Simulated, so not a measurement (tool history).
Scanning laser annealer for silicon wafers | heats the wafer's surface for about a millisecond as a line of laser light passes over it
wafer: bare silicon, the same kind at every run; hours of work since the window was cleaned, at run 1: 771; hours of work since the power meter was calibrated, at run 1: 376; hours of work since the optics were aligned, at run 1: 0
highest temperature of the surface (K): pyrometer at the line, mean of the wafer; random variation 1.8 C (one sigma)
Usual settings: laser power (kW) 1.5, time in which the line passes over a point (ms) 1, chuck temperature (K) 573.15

run   hour  laser power (kW)  time in which the line passes over a point (ms)  chuck temperature (K)  hours of work since the window was cleaned  hours of work since the power meter was calibrated  hours of work since the optics were aligned  highest temperature of the surface (K)
  1      0               1.5                                                1                 573.15                                         771                                                 376                                            0                                 1263.15
  2   16.4               1.5                                                1                 573.15                                         780                                                 385                                            9                                 1261.15
  3   31.8               1.5                                                1                 573.15                                         788                                                 393                                           17                                 1260.15
  4   41.5               1.5                                                1                 573.15                                         794                                                 399                                           22                                 1261.15
  5   58.4               1.5                                                1                 573.15                                         803                                                 408                                           31                                 1260.15
  6   72.7               1.5                                             0.88                 573.15                                         810                                                 415                                           39                                 1219.15
  7   88.5               1.5                                                1                 573.15                                         819                                                 424                                           48                                 1258.15
  8  100.4               1.5                                                1                 573.15                                         825                                                 430                                           54                                 1257.15
     106.9  -- window over the wafer cleaned
  9  119.5               1.5                                                1                 573.15                                           7                                                 439                                           63                                 1290.15
     124.1  -- laser's power meter calibrated
 10  139.5               1.5                                                1                 573.15                                          16                                                   8                                           72                                 1287.15
 11    149               1.5                                                1                 573.15                                          21                                                  13                                           77                                 1287.15
 12  158.5             1.378                                                1                 573.15                                          26                                                  19                                           83                                 1227.15
 13  170.1             1.378                                                1                 573.15                                          32                                                  25                                           89                                 1227.15
 14  185.5             1.359                                             1.09                 560.15                                          41                                                  33                                           97                                 1232.15
 15  195.9             1.637                                             1.09                 577.15                                          46                                                  39                                          103                                 1390.15
 16  204.4               1.5                                             0.88                 590.15                                          51                                                  43                                          107                                 1263.15
 17  217.4               1.5                                             0.88                 590.15                                          58                                                  50                                          114                                 1262.15
       226  -- laser's power meter calibrated, once more
 18  232.1             1.432                                             0.99                 573.15                                          64                                                   3                                          121                                 1253.15
 19  245.7               1.5                                             0.88                 587.15                                          71                                                  11                                          128                                 1264.15
 20  255.7               1.5                                             0.88                 558.15                                          77                                                  16                                          133                                 1233.15
 21  270.6               1.5                                             0.88                 558.15                                          85                                                  24                                          141                                 1232.15
 22  283.6             1.516                                             0.72                 576.15                                          92                                                  31                                          148                                 1201.15
 23    291             1.516                                             0.72                 576.15                                          96                                                  35                                          152                                 1202.15
 24  306.6             1.468                                             1.24                 601.15                                         104                                                  43                                          161                                 1375.15

4 ways to go on from here, each from the tool as it stands after run 24. What would each give?
  A  314.8             1.503                                             1.06                 601.15                                         109                                                  48                                          165                                       ?
  B  314.8             1.488                                             1.24                 601.15                                         109                                                  48                                          165                                       ?
  C  314.8             1.439                                             1.05                 538.15                                         109                                                  48                                          165                                       ?
  D  314.8             1.279                                             1.01                 573.15                                         109                                                  48                                          165                                       ?

run  highest temperature of the surface (K)
  A                                 1340.15
  B                                 1385.15
  C                                 1239.15
  D                                 1181.15
Without the tool's hidden state the same runs would have given:
run  highest temperature of the surface (K)
  A                                 1348.15
  B                                 1393.15
  C                                 1246.15
  D                                 1188.15
